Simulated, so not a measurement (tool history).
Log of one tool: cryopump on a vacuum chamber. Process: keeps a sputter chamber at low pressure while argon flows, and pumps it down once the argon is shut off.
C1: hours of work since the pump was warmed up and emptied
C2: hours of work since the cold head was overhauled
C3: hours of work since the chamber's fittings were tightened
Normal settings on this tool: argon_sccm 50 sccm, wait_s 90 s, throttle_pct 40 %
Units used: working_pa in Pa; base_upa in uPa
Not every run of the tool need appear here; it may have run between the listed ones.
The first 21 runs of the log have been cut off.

run 22 hour=348.5 | argon_sccm=86 wait_s=26 throttle_pct=24 | C1=600 C2=600 C3=408 | working_pa=0.4918 base_upa=3.28
run 23 hour=367.4 | argon_sccm=86 wait_s=26 throttle_pct=24 | C1=615 C2=615 C3=423 | working_pa=0.4904 base_upa=3.3
run 24 hour=386.1 | argon_sccm=86 wait_s=26 throttle_pct=38 | C1=631 C2=631 C3=439 | working_pa=0.3189 base_upa=3.35
run 25 hour=404.9 | argon_sccm=86 wait_s=26 throttle_pct=38 | C1=646 C2=646 C3=454 | working_pa=0.3171 base_upa=3.4
run 26 hour=425.5 | argon_sccm=86 wait_s=26 throttle_pct=38 | C1=663 C2=663 C3=471 | working_pa=0.319 base_upa=3.4
run 27 hour=436.8 | argon_sccm=85 wait_s=94 throttle_pct=40 | C1=673 C2=673 C3=481 | working_pa=0.2979 base_upa=1.59
run 28 hour=447 | argon_sccm=50 wait_s=288 throttle_pct=22 | C1=681 C2=681 C3=489 | working_pa=0.3118 base_upa=1.16
run 29 hour=460.3 | argon_sccm=50 wait_s=139 throttle_pct=29 | C1=692 C2=692 C3=500 | working_pa=0.2382 base_upa=1.38
run 30 hour=475.7 | argon_sccm=25 wait_s=128 throttle_pct=21 | C1=705 C2=705 C3=513 | working_pa=0.1639 base_upa=1.43
run 31 hour=489.2 | argon_sccm=57 wait_s=89 throttle_pct=22 | C1=716 C2=716 C3=524 | working_pa=0.357 base_upa=1.72
run 32 hour=507.1 | argon_sccm=57 wait_s=89 throttle_pct=22 | C1=730 C2=730 C3=538 | working_pa=0.3575 base_upa=1.77
run 33 hour=525.6 | argon_sccm=50 wait_s=90 throttle_pct=46 | C1=746 C2=746 C3=554 | working_pa=0.1559 base_upa=1.75

Below are 4 alternative next runs, each starting from the tool's condition after run 33. Predict each:
run A hour=537.5 | argon_sccm=23 wait_s=90 throttle_pct=40 | C1=755 C2=755 C3=563 | working_pa=? base_upa=?
run B hour=537.5 | argon_sccm=29 wait_s=103 throttle_pct=28 | C1=755 C2=755 C3=563 | working_pa=? base_upa=?
run C hour=537.5 | argon_sccm=39 wait_s=143 throttle_pct=18 | C1=755 C2=755 C3=563 | working_pa=? base_upa=?
run D hour=537.5 | argon_sccm=50 wait_s=90 throttle_pct=26 | C1=755 C2=755 C3=563 | working_pa=? base_upa=?

run=A working_pa=0.0822 base_upa=1.81
run=B working_pa=0.144 base_upa=1.63
run=C working_pa=0.2972 base_upa=1.45
run=D working_pa=0.2688 base_upa=1.78
With the hidden condition removed and each run's random variation left untouched, the same runs would have given:
run=A working_pa=0.0776 base_upa=0.98
run=B working_pa=0.1382 base_upa=0.83
run=C working_pa=0.2895 base_upa=0.65
run=D working_pa=0.2589 base_upa=0.95
